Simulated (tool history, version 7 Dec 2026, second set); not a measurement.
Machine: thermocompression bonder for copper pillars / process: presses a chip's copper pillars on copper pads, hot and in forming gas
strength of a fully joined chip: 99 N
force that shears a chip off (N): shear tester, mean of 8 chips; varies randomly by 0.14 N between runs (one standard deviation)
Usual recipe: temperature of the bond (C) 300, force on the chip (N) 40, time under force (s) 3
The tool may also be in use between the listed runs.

run	hour	temperature of the bond (C)	force on the chip (N)	time under force (s)	force that shears a chip off (N)
1	0	300	40	3	40.5
# hour 9.6: forming gas filter changed
2	13	300	40	3	43.2
3	25.6	300	40	5	51.7
4	33.9	300	40	5	51.4
5	44.2	300	37	5	49.7
6	49.8	300	37	5	49.4
7	56	300	40	3	43.1
8	67	300	40	3	43
9	74.8	300	40	3	42.7
10	87.1	281	40	3	34.7
11	94.6	281	40	3	34.9
12	101.6	281	40	3	34.5
13	111.5	281	40	3	34.5
14	124.3	300	40	7	57.2
15	135.8	300	40	7	57.1
16	142.7	321	40	3	52
17	155.3	321	40	3	51.7
18	168	300	40	3	42.5
19	179.8	300	51	3	49.1
20	185.8	300	51	3	49.2
21	191.7	300	51	3	49
22	197.2	299	42	5	51.6
23	208.9	299	42	5	51.8
24	217.5	299	42	5	51.6
25	228.4	299	42	5	51.2
26	239	299	42	5	51.4
27	246.2	299	42	5	51.4
28	258.7	293	40	3	39.2
29	266.8	312	49	3	52.9
30	277.6	298	52	3	48.4
31	286.6	286	40	5	43.6
32	297.6	281	51	2	34.1
33	310	275	51	3	36.9
34	317.7	300	59	2	45.8
35	328.3	300	59	2	45.6
36	334.3	314	40	5	56.7
37	344.2	314	40	5	56.8
38	351.5	300	40	9	60
39	358.6	300	40	9	60.2

3 ways to go on from here, each from the tool as it stands after run 39. What would each give?
A	368.9	300	40	3	?
B	368.9	329	40	3	?
C	368.9	324	32	4	?

run	force that shears a chip off (N)
A	41.5
B	54.4
C	50.7
Take away the tool's hidden state, keep each run's random variation, and the runs would have read:
run	force that shears a chip off (N)
A	40.9
B	54.4
C	50.6
